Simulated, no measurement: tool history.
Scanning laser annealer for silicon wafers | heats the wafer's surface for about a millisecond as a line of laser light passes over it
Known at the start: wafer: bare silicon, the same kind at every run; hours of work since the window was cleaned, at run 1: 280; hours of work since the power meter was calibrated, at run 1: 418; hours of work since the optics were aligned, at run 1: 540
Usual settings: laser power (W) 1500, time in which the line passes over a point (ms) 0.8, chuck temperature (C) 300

run	hour	laser power (W)	time in which the line passes over a point (ms)	chuck temperature (C)	hours of work since the window was cleaned	hours of work since the power meter was calibrated	hours of work since the optics were aligned	highest temperature of the surface (C)
1	0	1500	0.8	300	280	418	540	1038
2	33.6	1500	0.8	300	294	431	554	1034
3	92	1500	0.8	300	317	455	577	1036
4	126.6	1337	0.8	300	331	469	591	935
5	179.4	1591	0.8	300	352	490	612	1090
6	248.5	1591	0.8	300	380	518	640	1092
7	320.9	1500	0.731	300	409	547	669	1005
8	358	1500	0.731	300	424	562	684	1004
9	392.9	1500	0.872	300	438	576	698	1066
10	457.1	1500	0.8	300	464	601	724	1036
11	515.6	1500	0.698	300	487	625	747	994
12	549.2	1500	0.698	300	501	638	761	988
13	609.4	1605	0.8	290	525	663	785	1090
14	686.5	1500	0.748	300	556	694	816	1010
15	741.4	1596	0.748	307	578	716	838	1080
16	813.8	1457	0.76	312	607	745	867	1004
17	880.9	1291	0.828	300	634	772	894	918
18	936.7	1407	0.887	300	656	794	916	1013
19	1009.1	1458	0.652	329	685	823	945	971
20	1051.1	1608	0.658	329	702	840	962	1060

5 ways to go on from here, each from the tool as it stands after run 20. What would each give?
# hour 1102.6: window over the wafer cleaned
A	1135.1	1500	0.809	304	13	873	995	?
# hour 1102.6: window over the wafer cleaned
B	1135.1	1421	0.658	329	13	873	995	?
# hour 1102.6: window over the wafer cleaned
C	1135.1	1591	0.616	300	13	873	995	?
# hour 1102.6: window over the wafer cleaned
D	1135.1	1334	0.686	306	13	873	995	?
# hour 1102.6: window over the wafer cleaned
E	1135.1	1608	0.658	274	13	873	995	?

run	highest temperature of the surface (C)
A	1043
B	952
C	997
D	892
E	1007
Without the tool's hidden state the same runs would have given:
run	highest temperature of the surface (C)
A	1043
B	953
C	998
D	893
E	1007
